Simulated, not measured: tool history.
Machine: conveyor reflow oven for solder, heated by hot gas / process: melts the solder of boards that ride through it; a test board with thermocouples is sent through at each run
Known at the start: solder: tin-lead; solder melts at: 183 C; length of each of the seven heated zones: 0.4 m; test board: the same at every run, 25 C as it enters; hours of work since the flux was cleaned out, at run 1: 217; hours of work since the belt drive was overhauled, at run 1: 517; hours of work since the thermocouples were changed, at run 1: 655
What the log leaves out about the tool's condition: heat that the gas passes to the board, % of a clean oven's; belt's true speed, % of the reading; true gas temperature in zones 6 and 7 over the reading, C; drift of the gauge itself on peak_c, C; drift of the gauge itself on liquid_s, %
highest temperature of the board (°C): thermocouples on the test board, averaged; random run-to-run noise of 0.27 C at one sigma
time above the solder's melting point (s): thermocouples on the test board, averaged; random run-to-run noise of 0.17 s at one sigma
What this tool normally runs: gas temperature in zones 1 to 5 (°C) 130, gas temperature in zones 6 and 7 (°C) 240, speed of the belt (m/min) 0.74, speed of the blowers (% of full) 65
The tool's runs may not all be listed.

run,hour,gas temperature in zones 1 to 5 (°C),gas temperature in zones 6 and 7 (°C),speed of the belt (m/min),speed of the blowers (% of full),hours of work since the flux was cleaned out,hours of work since the belt drive was overhauled,hours of work since the thermocouples were changed,highest temperature of the board (°C),time above the solder's melting point (s)
1,0,130,240,0.74,65,217,517,655,219.7,48.3
2,81,130,240,0.74,65,262,563,701,219.6,48.4
3,134.6,130,240,0.595,65,292,593,731,226.4,66.5
4,189.7,130,240,0.595,65,323,624,762,226.4,66
5,264.2,130,240,0.595,65,365,665,803,226.4,66.1
6,318.7,130,240,0.595,65,395,696,834,225.9,66.1
# hour 339.2: flux residue cleaned out of gas plates and filters
# hour 350.1: thermocouples of zones 6 and 7 changed
7,423.7,130,240,0.595,65,46,751,41,228.5,68
8,482,130,240,0.595,85,79,783,74,230.5,69.4
9,578.6,126,240,0.595,85,133,837,128,230.3,68.2
10,654.8,126,240,0.595,52,175,880,170,225.1,64.5
11,743,126,240,0.595,52,225,929,220,224.8,64.1
12,783.9,133,240,0.595,52,248,952,243,225.9,67.1
13,870.7,130,240,0.74,50,296,1001,291,217.3,46.4
# hour 883.8: belt drive overhauled, speed set with a stopwatch
14,942,130,240,0.74,53,334,33,329,217,45.2
15,1011.7,130,240,0.74,65,373,72,368,219.3,46.9
16,1058.6,130,240,0.79,65,399,98,394,216.1,41.9
# hour 1067.9: flux residue cleaned out of gas plates and filters
17,1159.9,130,240,0.79,65,51,152,448,218.6,44
18,1218.1,131,230,0.717,58,84,184,481,212.2,44.5
19,1290.2,131,230,0.717,58,124,225,521,211.4,43.7
20,1347.9,131,230,0.717,58,157,257,553,211.2,43.8
21,1400.9,131,252,0.629,58,186,287,583,235.4,66.9
22,1453,131,252,0.629,58,216,316,612,235.8,66.7
23,1539.1,131,252,0.629,58,264,364,660,235,67.1
24,1592.1,131,252,0.629,58,293,394,690,235,66.8
25,1631.8,131,252,0.889,58,316,416,712,220,39.5
26,1723.4,130,237,0.74,81,367,467,763,218.9,47.6
27,1775.2,127,254,0.783,81,396,496,792,231,50.7
# hour 1791.4: flux residue cleaned out of gas plates and filters
28,1838.2,127,254,0.783,81,26,528,825,233.6,52
# hour 1884: thermocouples of zones 6 and 7 changed
29,1913.5,143,240,0.74,86,67,570,17,227,56.1
30,1998.4,143,240,0.74,86,115,617,64,226.4,56.3
31,2054.7,143,233,0.785,86,146,649,96,218.3,48.6

3 options for the next run, each taken on its own from the tool as it stands now. Forecast them:
A,2095,143,234,0.785,86,169,671,118,?,?
B,2095,133,233,0.785,72,169,671,118,?,?
C,2095,143,244,0.785,79,169,671,118,?,?

run,highest temperature of the board (°C),time above the solder's melting point (s)
A,219.6,49.1
B,214.1,42.9
C,226.9,53.1
The same runs, with their run-to-run variation unchanged, on a tool lacking any hidden condition would have given:
run,highest temperature of the board (°C),time above the solder's melting point (s)
A,220.2,48.9
B,214.8,42.9
C,227.6,52.8
